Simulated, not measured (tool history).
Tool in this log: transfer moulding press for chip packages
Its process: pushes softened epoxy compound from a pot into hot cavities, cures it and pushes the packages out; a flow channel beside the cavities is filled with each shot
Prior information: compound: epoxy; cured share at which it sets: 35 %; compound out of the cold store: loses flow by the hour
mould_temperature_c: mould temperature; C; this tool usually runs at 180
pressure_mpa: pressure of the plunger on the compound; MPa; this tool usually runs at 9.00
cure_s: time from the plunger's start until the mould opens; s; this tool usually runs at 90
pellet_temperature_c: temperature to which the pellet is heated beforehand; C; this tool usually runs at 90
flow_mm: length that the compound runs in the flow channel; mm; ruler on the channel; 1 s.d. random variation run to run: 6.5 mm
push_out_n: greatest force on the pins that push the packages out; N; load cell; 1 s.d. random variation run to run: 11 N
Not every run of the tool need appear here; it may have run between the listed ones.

run	hour	mould_temperature_c	pressure_mpa	cure_s	pellet_temperature_c	incoming compound's hours out of the cold store	flow_mm	push_out_n
1	0.0	180	9.00	90	90	28.2	744	549
2	26.4	180	7.20	90	90	29.7	664	983
3	64.4	180	9.00	90	90	23.2	757	1223
# hour 71.1: cavities cleaned with cleaning compound and waxed
4	90.4	183	9.00	90	90	22.5	750	769
5	128.7	180	9.00	75	90	47.8	664	1569
# hour 140.9: cavities cleaned with cleaning compound and waxed
6	147.4	180	9.00	75	90	34.5	713	1038
7	163.1	180	9.00	75	90	11.9	795	1530
8	182.4	180	9.00	75	90	20.8	756	1667
9	203.2	180	9.00	75	90	9.0	804	1881
# hour 206.9: mould's thermocouples calibrated
# hour 211.5: cavities cleaned with cleaning compound and waxed
10	244.8	180	9.00	102	90	8.6	805	883
# hour 267.3: mould's thermocouples calibrated, once more
11	270.0	180	8.98	106	90	16.9	757	987
# hour 283.2: cavities cleaned with cleaning compound and waxed
12	302.6	183	10.29	102	88	45.3	693	737
13	328.7	180	7.46	90	90	31.3	631	1118
# hour 354.6: cavities cleaned with cleaning compound and waxed
14	363.2	175	8.07	90	90	30.8	672	982
# hour 367.3: plunger's sealing rings changed
15	392.3	180	9.27	129	90	44.6	713	802
# hour 428.1: cavities cleaned with cleaning compound and waxed
16	428.6	179	8.08	90	85	25.2	723	606

Branching from run 16: 5 alternative next runs. What would each branch give?
A	444.3	183	10.37	129	90	36.5	?	?
B	444.3	172	9.00	90	92	43.3	?	?
C	444.3	179	10.17	90	89	20.7	?	?
D	444.3	179	8.08	90	99	39.5	?	?
E	444.3	174	7.51	90	99	30.8	?	?

run	flow_mm	push_out_n
A	760	679
B	708	1301
C	837	932
D	666	888
E	687	1184
Stripped of hidden state, with their random variation kept, the same runs would have yielded:
run	flow_mm	push_out_n
A	773	428
B	720	820
C	852	591
D	677	562
E	699	748
